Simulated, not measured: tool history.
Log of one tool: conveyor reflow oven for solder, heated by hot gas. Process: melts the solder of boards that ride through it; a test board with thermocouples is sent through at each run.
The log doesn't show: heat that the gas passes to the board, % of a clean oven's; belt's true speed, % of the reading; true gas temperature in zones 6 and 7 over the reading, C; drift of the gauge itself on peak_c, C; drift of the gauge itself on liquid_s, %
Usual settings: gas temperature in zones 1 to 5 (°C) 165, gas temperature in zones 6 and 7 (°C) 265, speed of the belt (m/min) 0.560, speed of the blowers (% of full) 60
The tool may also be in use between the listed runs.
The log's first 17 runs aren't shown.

run,hour,gas temperature in zones 1 to 5 (°C),gas temperature in zones 6 and 7 (°C),speed of the belt (m/min),speed of the blowers (% of full),hours of work since the flux was cleaned out,hours of work since the belt drive was overhauled,hours of work since the thermocouples were changed,highest temperature of the board (°C),time above the solder's melting point (s)
18,470.1,153,257,0.575,63,86,49,527,241.1,44.9
19,502.9,153,257,0.575,63,112,74,552,241.0,44.7
20,523.6,153,257,0.575,63,128,91,568,241.1,44.4
21,546.0,165,265,0.636,60,145,108,586,245.6,47.0
22,570.0,165,265,0.636,60,164,127,605,245.6,46.8
23,601.1,165,260,0.553,75,188,151,629,248.7,59.8
24,618.4,165,260,0.553,75,202,164,642,248.7,59.7
# hour 646.9: flux residue cleaned out of gas plates and filters
25,646.9,165,260,0.553,75,0,183,661,250.3,60.9
26,672.9,162,265,0.612,78,20,203,681,251.2,53.8
27,705.8,162,265,0.612,78,46,229,706,251.1,54.2
# hour 714.3: thermocouples of zones 6 and 7 changed
28,727.9,165,265,0.488,77,62,244,11,255.5,75.2
29,747.4,165,265,0.488,77,77,259,26,255.5,75.3
30,778.9,165,271,0.488,77,101,284,50,260.6,79.1
31,812.0,174,260,0.560,51,127,310,76,244.5,56.2

Forecast each of these 3 alternatives for the next run:
A,847.5,174,260,0.568,51,155,337,104,?,?
B,847.5,154,265,0.560,80,155,337,104,?,?
C,847.5,174,260,0.560,70,155,337,104,?,?

run,highest temperature of the board (°C),time above the solder's melting point (s)
A,243.7,54.4
B,250.7,56.9
C,247.8,61.1
Without the tool's hidden state the same runs would have given:
run,highest temperature of the board (°C),time above the solder's melting point (s)
A,243.6,54.4
B,250.8,57.1
C,247.7,61.0
